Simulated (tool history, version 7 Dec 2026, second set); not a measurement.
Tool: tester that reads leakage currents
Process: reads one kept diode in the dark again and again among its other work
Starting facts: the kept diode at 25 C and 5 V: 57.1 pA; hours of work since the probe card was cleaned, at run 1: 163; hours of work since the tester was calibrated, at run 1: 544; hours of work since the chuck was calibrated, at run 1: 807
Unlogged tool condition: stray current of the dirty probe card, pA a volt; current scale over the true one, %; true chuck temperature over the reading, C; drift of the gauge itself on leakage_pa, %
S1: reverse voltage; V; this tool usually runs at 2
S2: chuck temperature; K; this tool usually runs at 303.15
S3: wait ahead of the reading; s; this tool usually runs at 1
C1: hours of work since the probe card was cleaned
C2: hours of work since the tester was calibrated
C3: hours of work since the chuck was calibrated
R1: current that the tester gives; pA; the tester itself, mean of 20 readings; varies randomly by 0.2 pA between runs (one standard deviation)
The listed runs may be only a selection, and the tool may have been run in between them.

| run | hour | S1 | S2 | S3 | C1 | C2 | C3 | R1 |
|---|---|---|---|---|---|---|---|---|
| 1 | 0 | 2 | 303.15 | 1 | 163 | 544 | 807 | 65.85 |
| 2 | 38.4 | 2 | 303.15 | 1 | 181 | 562 | 825 | 65.81 |
| 3 | 72.2 | 2 | 295.15 | 1 | 197 | 578 | 841 | 34.69 |
| 4 | 123.3 | 2 | 295.15 | 1 | 221 | 602 | 865 | 34.83 |
| 5 | 172.6 | 2 | 295.15 | 1 | 244 | 625 | 889 | 34.93 |
| 6 | 228 | 2 | 303.15 | 1 | 270 | 651 | 915 | 66.47 |
| 7 | 269.7 | 2 | 303.15 | 1 | 290 | 671 | 935 | 66.31 |
| 8 | 336.3 | 2 | 303.15 | 1 | 321 | 702 | 966 | 66.56 |
| 9 | 401.9 | 2 | 303.15 | 1 | 352 | 733 | 997 | 66.69 |
| 10 | 436.4 | 2 | 303.15 | 1 | 369 | 750 | 1013 | 66.67 |
| 11 | 470.9 | 2 | 303.15 | 1.31 | 385 | 766 | 1030 | 66.59 |
| 12 | 524.1 | 2 | 303.15 | 1.31 | 410 | 791 | 1055 | 66.77 |
| 13 | 560.4 | 2 | 303.15 | 1.31 | 427 | 808 | 1072 | 66.9 |
| 14 | 593.5 | 2 | 303.15 | 1.31 | 443 | 824 | 1087 | 66.92 |
| 15 | 657.6 | 19.05 | 302.15 | 1.31 | 473 | 854 | 1118 | 135.36 |
| 16 | 705.5 | 3.54 | 324.15 | 0.43 | 496 | 877 | 1140 | 378.84 |
| 17 | 738.7 | 3.03 | 301.15 | 1 | 511 | 892 | 1156 | 65.66 |
| 18 | 797.9 | 1.17 | 313.15 | 2.21 | 539 | 920 | 1184 | 120.41 |
| 19 | 853.8 | 1.17 | 313.15 | 2.21 | 566 | 947 | 1210 | 119.73 |
|  | 862.2 | probe card cleaned and baked |
| 20 | 897.9 | 1.17 | 313.15 | 2.21 | 17 | 966 | 1230 | 120.25 |
| 21 | 927.2 | 1.57 | 303.15 | 2.04 | 31 | 980 | 1244 | 62.32 |

Run 22 has not been measured yet. What should we expect?
| 22 | 983.9 | 2 | 303.15 | 3.59 | 57 | 1007 | 1270 | ? |

Run 22 measured R1 68 pA.
With the hidden condition absent and the run-to-run variation left alone, this run would have shown R1 63.58 pA.
